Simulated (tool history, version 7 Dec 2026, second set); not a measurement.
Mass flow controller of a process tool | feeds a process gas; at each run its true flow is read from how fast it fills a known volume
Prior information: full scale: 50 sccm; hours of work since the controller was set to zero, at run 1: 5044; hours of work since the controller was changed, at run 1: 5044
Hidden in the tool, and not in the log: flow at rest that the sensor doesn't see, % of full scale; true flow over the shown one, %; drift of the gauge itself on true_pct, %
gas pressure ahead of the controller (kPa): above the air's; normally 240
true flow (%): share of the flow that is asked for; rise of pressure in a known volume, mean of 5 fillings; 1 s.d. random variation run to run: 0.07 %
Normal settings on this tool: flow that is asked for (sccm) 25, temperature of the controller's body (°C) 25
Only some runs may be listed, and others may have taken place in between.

run,hour,flow that is asked for (sccm),gas pressure ahead of the controller (kPa),temperature of the controller's body (°C),hours of work since the controller was set to zero,hours of work since the controller was changed,true flow (%)
1,0,25,240,25,5044,5044,98.91
2,93.4,25,240,25,5118,5118,98.85
3,209.4,25,240,25,5209,5209,98.81
4,333,25,240,25,5307,5307,98.89
5,412.6,25,240,25,5370,5370,98.65
6,513.1,25,237,25,5449,5449,98.66
7,592.7,25,240,27,5512,5512,98.87
8,691.3,25,240,25,5590,5590,98.84
9,840.6,25,240,25,5707,5707,98.69
10,984.2,25,240,25,5821,5821,98.85
11,1109.6,25,240,25,5920,5920,98.8
12,1193.5,25,240,25,5986,5986,98.99
13,1314.6,25,240,25,6081,6081,98.68
14,1389.6,25,240,25,6141,6141,98.81
15,1532.3,25,240,27,6253,6253,98.85
16,1662.7,25,240,27,6356,6356,98.8
17,1778.6,20,240,25,6448,6448,98.6
18,1934.9,25,224,25,6571,6571,98.69
19,2070,25,224,25,6678,6678,98.79
20,2224,25,155,25,6799,6799,98.2
21,2356.8,25,155,25,6904,6904,98.19
22,2442.1,25,240,25,6971,6971,98.84
23,2560.1,25,240,25,7064,7064,98.92
24,2699.5,11,240,25,7174,7174,97.89
25,2848.1,25,249,24,7292,7292,98.96
26,2927.6,42,140,39,7354,7354,99.75
27,3089,9,201,39,7482,7482,98.08
28,3185.1,7,190,26,7557,7557,97.44
29,3268.7,25,177,34,7623,7623,98.72
30,3344.5,25,177,34,7683,7683,98.7
31,3427.6,11,240,25,7749,7749,97.94
32,3538,35,248,25,7836,7836,99.42
33,3630.9,25,212,32,7909,7909,98.94
34,3758.6,9,230,27,8010,8010,97.85
# hour 3830: controller's zero set anew
35,3922.7,9,230,27,73,8139,97.95
36,4001.3,9,230,27,135,8201,97.86
37,4157,44,240,24,258,8324,99.9
38,4253.7,44,224,26,334,8400,99.79
39,4394.4,6,240,25,445,8511,97.63
40,4552.7,6,240,25,570,8636,97.66
41,4674.2,6,240,25,666,8732,97.73
42,4788.2,19,240,25,756,8822,98.37
43,4859.7,48,151,23,813,8879,99.41
44,4932.2,48,151,23,870,8936,99.52
45,5016.6,32,202,24,936,9002,98.86
46,5100.8,14,185,28,1003,9069,97.92
47,5249.8,14,185,28,1120,9186,97.85

4 ways to go on from here, each from the tool as it stands after run 47. What would each give?
A,5372.2,34,240,25,1217,9283,?
B,5372.2,7,159,20,1217,9283,?
C,5372.2,15,177,29,1217,9283,?
D,5372.2,20,156,25,1217,9283,?

run,true flow (%)
A,99.26
B,97.03
C,97.99
D,98
Without the tool's hidden state the same runs would have given:
run,true flow (%)
A,99.25
B,97.02
C,97.98
D,97.99
